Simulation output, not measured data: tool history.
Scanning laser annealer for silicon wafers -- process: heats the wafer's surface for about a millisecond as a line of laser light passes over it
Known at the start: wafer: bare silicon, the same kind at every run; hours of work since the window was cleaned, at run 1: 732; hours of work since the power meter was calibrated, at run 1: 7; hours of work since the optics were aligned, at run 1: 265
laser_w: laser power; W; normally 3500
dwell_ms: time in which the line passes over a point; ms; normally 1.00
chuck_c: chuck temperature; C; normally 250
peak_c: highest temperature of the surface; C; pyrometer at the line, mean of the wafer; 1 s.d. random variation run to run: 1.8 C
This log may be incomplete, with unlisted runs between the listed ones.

run	day	laser_w	dwell_ms	chuck_c	hours of work since the window was cleaned	hours of work since the power meter was calibrated	hours of work since the optics were aligned	peak_c
1	0.000	3500	1.00	250	732	7	265	930
2	0.388	3500	1.00	250	737	13	271	932
3	0.833	3500	0.79	250	744	19	277	865
4	1.250	3500	0.79	250	749	25	283	864
5	1.554	3500	0.79	250	754	29	287	864
6	1.912	3500	1.00	221	759	34	292	898
7	2.283	3500	0.75	249	764	39	297	849
8	2.525	3500	0.75	249	767	42	301	847
9	2.946	3449	0.72	249	773	48	307	829
10	3.329	3524	1.20	263	779	54	312	1001
11	3.642	3210	0.83	218	783	58	316	784

5 ways to go on from here, each from the tool as it stands after run 11. What would each give?
A	3.838	3556	1.10	250	786	61	319	?
B	3.838	3210	0.72	256	786	61	319	?
C	3.838	3210	0.71	218	786	61	319	?
D	3.838	3107	1.00	250	786	61	319	?
E	3.838	3198	1.00	250	786	61	319	?

run	peak_c
A	973
B	788
C	747
D	844
E	859
Without the tool's hidden state the same runs would have given:
run	peak_c
A	1015
B	819
C	777
D	879
E	895
